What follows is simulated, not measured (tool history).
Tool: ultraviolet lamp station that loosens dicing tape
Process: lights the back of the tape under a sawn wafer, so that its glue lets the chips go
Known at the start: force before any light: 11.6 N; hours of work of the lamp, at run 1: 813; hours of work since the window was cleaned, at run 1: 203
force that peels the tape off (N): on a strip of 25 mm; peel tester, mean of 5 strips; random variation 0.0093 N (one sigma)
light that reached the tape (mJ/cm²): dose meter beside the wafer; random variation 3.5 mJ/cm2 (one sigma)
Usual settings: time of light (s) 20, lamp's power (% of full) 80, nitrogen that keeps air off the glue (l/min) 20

| run | hour | time of light (s) | lamp's power (% of full) | nitrogen that keeps air off the glue (l/min) | hours of work of the lamp | hours of work since the window was cleaned | force that peels the tape off (N) | light that reached the tape (mJ/cm²) |
|---|---|---|---|---|---|---|---|---|
| 1 | 0 | 20 | 80 | 20 | 813 | 203 | 1.145 | 384 |
| 2 | 22.4 | 20 | 80 | 20 | 829 | 219 | 1.216 | 373 |
| 3 | 46.6 | 20 | 80 | 20 | 847 | 237 | 1.236 | 378 |
| 4 | 69.9 | 10 | 80 | 20 | 864 | 254 | 3.746 | 185 |
| 5 | 96.9 | 17 | 80 | 20 | 884 | 274 | 1.756 | 305 |
| 6 | 113.9 | 17 | 80 | 20 | 896 | 286 | 1.775 | 303 |
| 7 | 132.8 | 17 | 80 | 20 | 910 | 300 | 1.891 | 304 |
|  | 143.4 | window cleaned of glue's vapour |
| 8 | 165.8 | 20 | 80 | 20 | 934 | 16 | 1.263 | 373 |
| 9 | 202.1 | 20 | 80 | 20 | 960 | 43 | 1.288 | 362 |
| 10 | 231.6 | 20 | 80 | 20 | 982 | 65 | 1.383 | 353 |
|  | 266.4 | lamp changed |
| 11 | 266.4 | 20 | 80 | 20 | 0 | 89 | 0.424 | 566 |
| 12 | 288.8 | 20 | 80 | 20 | 16 | 106 | 0.441 | 557 |
| 13 | 309 | 20 | 80 | 20 | 31 | 121 | 0.432 | 555 |
| 14 | 329 | 20 | 80 | 20 | 46 | 135 | 0.473 | 554 |
| 15 | 344 | 22 | 80 | 20 | 57 | 146 | 0.354 | 589 |
| 16 | 361.5 | 20 | 80 | 20 | 70 | 159 | 0.486 | 538 |
| 17 | 395.1 | 20 | 76 | 20 | 94 | 184 | 0.583 | 504 |
| 18 | 427.4 | 20 | 76 | 20 | 118 | 207 | 0.599 | 492 |
| 19 | 448 | 20 | 76 | 20 | 133 | 222 | 0.625 | 497 |
| 20 | 481.1 | 20 | 76 | 20 | 157 | 247 | 0.621 | 486 |
| 21 | 511.8 | 20 | 76 | 20 | 180 | 269 | 0.679 | 477 |
| 22 | 532.5 | 18 | 80 | 7 | 195 | 284 | 1.673 | 448 |
|  | 564 | window cleaned of glue's vapour |
| 23 | 566.4 | 20 | 67 | 20 | 219 | 2 | 0.864 | 441 |
| 24 | 591.3 | 14 | 97 | 15 | 238 | 20 | 1.019 | 438 |
| 25 | 615 | 20 | 61 | 7 | 255 | 37 | 2.23 | 389 |
| 26 | 650.3 | 31 | 91 | 20 | 281 | 63 | 0.105 | 878 |
| 27 | 669.4 | 20 | 86 | 20 | 295 | 77 | 0.503 | 537 |
| 28 | 688.4 | 20 | 75 | 14 | 309 | 91 | 0.935 | 464 |
| 29 | 712.2 | 20 | 75 | 14 | 326 | 109 | 0.969 | 462 |
| 30 | 743.5 | 20 | 93 | 22 | 349 | 131 | 0.396 | 561 |
| 31 | 773.3 | 19 | 71 | 6 | 371 | 153 | 2.157 | 402 |
| 32 | 789.3 | 19 | 71 | 6 | 383 | 165 | 2.341 | 400 |
| 33 | 826 | 19 | 71 | 6 | 409 | 192 | 2.421 | 393 |
| 34 | 841 | 22 | 80 | 11 | 420 | 203 | 0.979 | 508 |
| 35 | 869 | 14 | 80 | 11 | 441 | 223 | 2.278 | 320 |
| 36 | 902 | 14 | 80 | 11 | 465 | 248 | 2.405 | 314 |
| 37 | 928.1 | 24 | 80 | 34 | 484 | 267 | 0.345 | 532 |
| 38 | 949.2 | 20 | 62 | 9 | 500 | 282 | 2.425 | 338 |
| 39 | 978.1 | 24 | 76 | 9 | 521 | 303 | 1.187 | 498 |
|  | 983.1 | window cleaned of glue's vapour |
| 40 | 1000.5 | 16 | 64 | 20 | 537 | 13 | 1.994 | 295 |
| 41 | 1025.6 | 16 | 64 | 20 | 555 | 31 | 2.078 | 287 |
| 42 | 1056.7 | 31 | 94 | 20 | 578 | 54 | 0.142 | 808 |

For each entry between runs, how does the tool's hidden state at the last listed run before it compare with that at the first listed run after it?
Runs 7 to 8: window cleaned of glue's vapour (hour 143.4)
  lamp's light, % of a new lamp's: 65.7 -> 64.8; light that the window lets through, % of a clean one's: 94 -> 99.2
  the result without the hidden state subtracted from the measured one, force that peels the tape off (N): +1.255 -> +0.869; light that reached the tape (mJ/cm²): -188 -> -205
Runs 10 to 11: lamp changed (hour 266.4)
  lamp's light, % of a new lamp's: 63.1 -> 99.8; light that the window lets through, % of a clean one's: 98.2 -> 97.7
  the result without the hidden state subtracted from the measured one, force that peels the tape off (N): +0.981 -> +0.031; light that reached the tape (mJ/cm²): -219 -> -14
Runs 22 to 23: window cleaned of glue's vapour (hour 564)
  lamp's light, % of a new lamp's: 92.4 -> 91.4; light that the window lets through, % of a clean one's: 93.9 -> 99.9
  the result without the hidden state subtracted from the measured one, force that peels the tape off (N): +0.414 -> +0.182; light that reached the tape (mJ/cm²): -68 -> -42
Runs 39 to 40: window cleaned of glue's vapour (hour 983.1)
  lamp's light, % of a new lamp's: 80.2 -> 79.5; light that the window lets through, % of a clean one's: 94 -> 99.6
  the result without the hidden state subtracted from the measured one, force that peels the tape off (N): +0.604 -> +0.727; light that reached the tape (mJ/cm²): -163 -> -77
